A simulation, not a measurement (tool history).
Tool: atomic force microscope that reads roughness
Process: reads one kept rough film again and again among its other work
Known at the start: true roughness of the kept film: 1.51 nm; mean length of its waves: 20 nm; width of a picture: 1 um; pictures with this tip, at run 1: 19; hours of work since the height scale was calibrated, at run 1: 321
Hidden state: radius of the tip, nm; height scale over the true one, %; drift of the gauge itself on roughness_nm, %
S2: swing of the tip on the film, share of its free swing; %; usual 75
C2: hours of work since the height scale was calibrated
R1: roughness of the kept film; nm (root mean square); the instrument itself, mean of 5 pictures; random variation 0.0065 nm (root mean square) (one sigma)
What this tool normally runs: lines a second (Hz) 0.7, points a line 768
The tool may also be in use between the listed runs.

Run 1, hour 0: usual settings; pictures with this tip 19; C2 321. Result: R1 1.241 nm (root mean square).
Run 2, hour 11: usual settings; pictures with this tip 45; C2 329. Result: R1 1.185 nm (root mean square).
Run 3, hour 19.9: usual settings; pictures with this tip 66; C2 336. Result: R1 1.141 nm (root mean square).
Run 4, hour 30.9: usual settings but lines a second (Hz) 0.676; pictures with this tip 92; C2 344. Result: R1 1.104 nm (root mean square).
Run 5, hour 39.2: usual settings but lines a second (Hz) 0.676; pictures with this tip 112; C2 351. Result: R1 1.074 nm (root mean square).
Run 6, hour 44.6: usual settings; pictures with this tip 124; C2 355. Result: R1 1.061 nm (root mean square).
At hour 49.2: new tip fitted.
Run 7, hour 54.6: usual settings; pictures with this tip 13; C2 362. Result: R1 1.251 nm (root mean square).
Run 8, hour 65.7: usual settings; pictures with this tip 39; C2 370. Result: R1 1.197 nm (root mean square).
Run 9, hour 72.1: usual settings; pictures with this tip 54; C2 375. Result: R1 1.163 nm (root mean square).
Run 10, hour 78: usual settings; pictures with this tip 69; C2 380. Result: R1 1.134 nm (root mean square).
Run 11, hour 89: usual settings but S2 69 %; pictures with this tip 95; C2 388. Result: R1 1.103 nm (root mean square).
Run 12, hour 95.7: usual settings but S2 69 %; pictures with this tip 110; C2 393. Result: R1 1.082 nm (root mean square).
Run 13, hour 103.8: usual settings but S2 69 %; pictures with this tip 130; C2 399. Result: R1 1.055 nm (root mean square).
At hour 105.8: new tip fitted.
Run 14, hour 109.6: usual settings but S2 86 %; pictures with this tip 9; C2 403. Result: R1 1.189 nm (root mean square).
Run 15, hour 114.4: usual settings but S2 86 %; pictures with this tip 21; C2 407. Result: R1 1.161 nm (root mean square).
Run 16, hour 122.8: usual settings but S2 89 %; pictures with this tip 40; C2 413. Result: R1 1.112 nm (root mean square).
Run 17, hour 128: usual settings but S2 89 %; pictures with this tip 53; C2 417. Result: R1 1.101 nm (root mean square).
Run 18, hour 137.1: usual settings but lines a second (Hz) 0.903, S2 84 %, points a line 811; pictures with this tip 75; C2 424. Result: R1 1.053 nm (root mean square).
Run 19, hour 143.4: usual settings but lines a second (Hz) 1.963, points a line 869; pictures with this tip 89; C2 429. Result: R1 0.992 nm (root mean square).
Run 20, hour 150.6: usual settings but lines a second (Hz) 1.963, points a line 869; pictures with this tip 106; C2 434. Result: R1 0.974 nm (root mean square).
Run 21, hour 160.8: usual settings but lines a second (Hz) 1.963, points a line 869; pictures with this tip 131; C2 442. Result: R1 0.935 nm (root mean square).
At hour 162.2: new tip fitted.
Run 22, hour 171.2: usual settings but lines a second (Hz) 1.625, S2 77 %, points a line 625; pictures with this tip 21; C2 449. Result: R1 1.126 nm (root mean square).
Run 23, hour 181.2: usual settings but lines a second (Hz) 1.155, S2 69 %, points a line 801; pictures with this tip 45; C2 457. Result: R1 1.178 nm (root mean square).
Run 24, hour 186.5: usual settings but lines a second (Hz) 1.155, S2 69 %, points a line 801; pictures with this tip 58; C2 461. Result: R1 1.144 nm (root mean square).
Run 25, hour 194.3: usual settings but S2 83 %, points a line 511; pictures with this tip 76; C2 467. Result: R1 1.093 nm (root mean square).
Run 26, hour 200.9: usual settings but lines a second (Hz) 0.854, S2 70 %, points a line 1008; pictures with this tip 91; C2 472. Result: R1 1.114 nm (root mean square).
Run 27, hour 211.4: usual settings but lines a second (Hz) 0.597, S2 58 %; pictures with this tip 116; C2 480. Result: R1 1.113 nm (root mean square).
At hour 219.3: new tip fitted.
Run 28, hour 220.4: usual settings but lines a second (Hz) 0.597, S2 58 %; pictures with this tip 3; C2 486. Result: R1 1.308 nm (root mean square).
Run 29, hour 227.6: usual settings but lines a second (Hz) 3.221, S2 68 %, points a line 386; pictures with this tip 20; C2 492. Result: R1 1.082 nm (root mean square).
Run 30, hour 238.3: usual settings but lines a second (Hz) 0.563, points a line 337; pictures with this tip 45; C2 500. Result: R1 1.183 nm (root mean square).
Run 31, hour 243: usual settings but lines a second (Hz) 3.54, S2 81 %, points a line 370; pictures with this tip 56; C2 503. Result: R1 0.85 nm (root mean square).
Run 32, hour 252.4: usual settings but S2 73 %, points a line 791; pictures with this tip 78; C2 510. Result: R1 1.128 nm (root mean square).

Some steps in R1 between neighbouring runs. How much of each would the tool show without its hidden state too (settings, what came in, random variation), and how much is left for the hidden state, with any gauge scatter that isn't in both results?
Run 6 -> 7: new tip fitted. R1 +0.19 nm (root mean square): hidden state +0.191, all else -0.001.
Run 13 -> 14: S2 69 -> 86, new tip fitted. R1 +0.134 nm (root mean square): hidden state +0.219, all else -0.085.
Run 27 -> 28: new tip fitted. R1 +0.195 nm (root mean square): hidden state +0.211, all else -0.016.
Run 28 -> 29: lines a second (Hz) 0.597 -> 3.221, S2 58 -> 68, points a line 768 -> 386. R1 -0.226 nm (root mean square): hidden state -0.029, all else -0.197.
Run 30 -> 31: lines a second (Hz) 0.563 -> 3.54, S2 75 -> 81, points a line 337 -> 370. R1 -0.333 nm (root mean square): hidden state +0.012, all else -0.345.
Run 31 -> 32: lines a second (Hz) 3.54 -> 0.7, S2 81 -> 73, points a line 370 -> 791. R1 +0.278 nm (root mean square): hidden state -0.073, all else +0.351.
